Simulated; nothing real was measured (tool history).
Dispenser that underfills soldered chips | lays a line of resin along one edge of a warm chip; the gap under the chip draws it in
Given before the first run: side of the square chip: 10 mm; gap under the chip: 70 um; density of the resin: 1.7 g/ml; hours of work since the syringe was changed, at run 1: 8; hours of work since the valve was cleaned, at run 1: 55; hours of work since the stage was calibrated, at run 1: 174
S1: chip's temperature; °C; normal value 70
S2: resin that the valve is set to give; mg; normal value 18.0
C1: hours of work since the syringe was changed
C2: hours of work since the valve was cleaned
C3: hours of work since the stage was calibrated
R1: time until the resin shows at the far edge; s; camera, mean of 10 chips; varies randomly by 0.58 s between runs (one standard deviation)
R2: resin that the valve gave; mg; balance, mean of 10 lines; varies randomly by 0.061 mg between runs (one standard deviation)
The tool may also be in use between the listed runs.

run 1 day=0.000 | S1=70 S2=18.0 | C1=8 C2=55 C3=174 | R1=74.7 R2=17.68
-- day=0.246 new syringe of resin
run 2 day=0.454 | S1=74 S2=18.0 | C1=4 C2=62 C3=182 | R1=48.0 R2=17.68
run 3 day=0.875 | S1=74 S2=18.0 | C1=11 C2=70 C3=189 | R1=73.8 R2=17.55
-- day=0.942 new syringe of resin
run 4 day=1.288 | S1=74 S2=18.0 | C1=6 C2=77 C3=196 | R1=55.0 R2=17.49
-- day=1.571 dispensing valve cleaned and set on the balance
-- day=1.667 new syringe of resin
run 5 day=1.767 | S1=70 S2=18.0 | C1=2 C2=3 C3=204 | R1=51.3 R2=18.07
run 6 day=1.988 | S1=70 S2=18.0 | C1=6 C2=7 C3=208 | R1=64.7 R2=17.97
-- day=2.375 new syringe of resin
run 7 day=2.412 | S1=78 S2=18.0 | C1=1 C2=14 C3=215 | R1=32.6 R2=17.95
run 8 day=2.617 | S1=70 S2=18.0 | C1=4 C2=18 C3=218 | R1=58.4 R2=17.95
run 9 day=2.950 | S1=70 S2=18.0 | C1=10 C2=24 C3=224 | R1=84.1 R2=17.99
-- day=3.062 new syringe of resin
run 10 day=3.158 | S1=70 S2=18.5 | C1=2 C2=27 C3=228 | R1=50.3 R2=18.40
run 11 day=3.508 | S1=70 S2=18.0 | C1=8 C2=33 C3=234 | R1=74.3 R2=18.01
-- day=3.775 new syringe of resin
run 12 day=3.783 | S1=70 S2=18.0 | C1=0 C2=38 C3=238 | R1=48.1 R2=17.89
run 13 day=4.158 | S1=70 S2=18.0 | C1=7 C2=44 C3=245 | R1=68.4 R2=17.65
run 14 day=4.367 | S1=70 S2=18.0 | C1=10 C2=48 C3=248 | R1=86.1 R2=17.66
-- day=4.479 new syringe of resin
run 15 day=4.567 | S1=70 S2=18.0 | C1=2 C2=51 C3=252 | R1=50.6 R2=17.83
run 16 day=4.779 | S1=70 S2=18.0 | C1=5 C2=55 C3=255 | R1=63.1 R2=17.64
-- day=5.175 new syringe of resin
run 17 day=5.233 | S1=70 S2=18.0 | C1=1 C2=62 C3=263 | R1=47.7 R2=17.73
run 18 day=5.479 | S1=70 S2=18.0 | C1=5 C2=67 C3=267 | R1=61.1 R2=17.67
run 19 day=5.762 | S1=80 S2=18.0 | C1=10 C2=72 C3=272 | R1=49.6 R2=17.54
-- day=5.871 new syringe of resin
run 20 day=6.150 | S1=85 S2=16.8 | C1=5 C2=78 C3=279 | R1=29.5 R2=16.35
-- day=6.338 dispensing valve cleaned and set on the balance
run 21 day=6.471 | S1=85 S2=16.8 | C1=10 C2=2 C3=284 | R1=38.6 R2=16.79
-- day=6.621 new syringe of resin
run 22 day=6.771 | S1=69 S2=17.0 | C1=3 C2=7 C3=289 | R1=55.9 R2=16.94
run 23 day=6.996 | S1=57 S2=16.6 | C1=7 C2=11 C3=292 | R1=139.5 R2=16.59
run 24 day=7.188 | S1=57 S2=16.6 | C1=10 C2=15 C3=296 | R1=170.9 R2=16.48
-- day=7.325 new syringe of resin
run 25 day=7.512 | S1=57 S2=16.6 | C1=3 C2=20 C3=301 | R1=113.6 R2=16.58
run 26 day=7.925 | S1=59 S2=21.9 | C1=10 C2=27 C3=308 | R1=151.7 R2=21.69
-- day=8.046 new syringe of resin
run 27 day=8.275 | S1=59 S2=21.9 | C1=4 C2=33 C3=314 | R1=100.9 R2=21.63
run 28 day=8.679 | S1=66 S2=19.2 | C1=11 C2=40 C3=321 | R1=106.4 R2=19.04
-- day=8.754 new syringe of resin
run 29 day=8.979 | S1=66 S2=19.2 | C1=4 C2=45 C3=326 | R1=70.3 R2=19.04
run 30 day=9.358 | S1=66 S2=20.1 | C1=10 C2=52 C3=333 | R1=102.1 R2=19.81
-- day=9.467 new syringe of resin
run 31 day=9.750 | S1=66 S2=20.1 | C1=5 C2=58 C3=340 | R1=72.1 R2=19.76
-- day=10.158 new syringe of resin
run 32 day=10.167 | S1=66 S2=20.1 | C1=0 C2=65 C3=347 | R1=56.4 R2=19.73
run 33 day=10.404 | S1=66 S2=20.1 | C1=4 C2=69 C3=351 | R1=71.9 R2=19.68
run 34 day=10.646 | S1=72 S2=18.0 | C1=8 C2=74 C3=355 | R1=66.5 R2=17.60
-- day=10.850 new syringe of resin
run 35 day=10.942 | S1=77 S2=18.0 | C1=2 C2=79 C3=360 | R1=34.4 R2=17.60
-- day=11.133 dispensing valve cleaned and set on the balance
run 36 day=11.221 | S1=77 S2=18.0 | C1=6 C2=2 C3=364 | R1=42.8 R2=18.03
-- day=11.579 new syringe of resin
run 37 day=11.600 | S1=77 S2=18.0 | C1=0 C2=8 C3=370 | R1=31.9 R2=17.92

For some of the steps in R1 from one run to the next: how much would appear even if the tool had no hidden state, given the settings, what came in and random variation, and how much remains for the hidden state plus any gauge scatter that the measured result and the result without hidden state don't share?
Unlogged tool condition in this case: resin's viscosity, % of fresh resin's; dose that the valve gives, % of what is set; true chip temperature over the reading, C; drift of the gauge itself on fill_s, %; drift of the gauge itself on given_mg, %.
Run 22 -> 23: S1 69 -> 57, S2 17.0 -> 16.6. R1 +83.6 s: hidden state +32.0, all else +51.6.
Run 24 -> 25: new syringe of resin. R1 -57.3 s: hidden state -55.7, all else -1.6.
Run 25 -> 26: S1 57 -> 59, S2 16.6 -> 21.9. R1 +38.1 s: hidden state +51.1, all else -13.0.
Run 26 -> 27: new syringe of resin. R1 -50.8 s: hidden state -50.7, all else -0.1.
